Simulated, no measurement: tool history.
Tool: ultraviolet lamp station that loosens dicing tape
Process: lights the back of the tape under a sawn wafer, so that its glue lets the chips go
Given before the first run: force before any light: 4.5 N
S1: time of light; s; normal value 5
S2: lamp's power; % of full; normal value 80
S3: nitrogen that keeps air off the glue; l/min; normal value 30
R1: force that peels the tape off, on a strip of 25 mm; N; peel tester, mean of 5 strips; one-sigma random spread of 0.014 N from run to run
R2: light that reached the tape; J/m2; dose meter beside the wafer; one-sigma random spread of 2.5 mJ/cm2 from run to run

run,hour,S1,S2,S3,R1,R2
1,0.0,5,80,30,0.622,3050
2,8.0,5,80,30,0.635,3010
3,13.0,5,80,30,0.651,3040
4,22.3,6,80,30,0.469,3670
5,30.7,10,80,30,0.267,6160
6,36.8,2,80,30,1.891,1220
7,46.6,2,80,30,1.882,1240
8,51.7,2,80,30,1.915,1220
9,56.5,9,61,16,0.576,4210
10,62.1,5,80,21,0.754,3070
11,67.4,3,92,58,0.875,2130
12,74.3,9,60,30,0.407,4150
13,83.6,5,97,38,0.431,3740
14,93.0,5,97,38,0.430,3680
15,103.4,5,97,38,0.430,3690

Here are 3 independent what-if runs from the current tool condition. What would each one return?
A,110.3,8,93,46,?,?
B,110.3,4,97,38,?,?
C,110.3,2,97,31,?,?

run,R1,R2
A,0.256,5710
B,0.596,2960
C,1.530,1440
With no hidden state in the tool, these same runs would have given:
run,R1,R2
A,0.256,5720
B,0.594,2970
C,1.527,1440

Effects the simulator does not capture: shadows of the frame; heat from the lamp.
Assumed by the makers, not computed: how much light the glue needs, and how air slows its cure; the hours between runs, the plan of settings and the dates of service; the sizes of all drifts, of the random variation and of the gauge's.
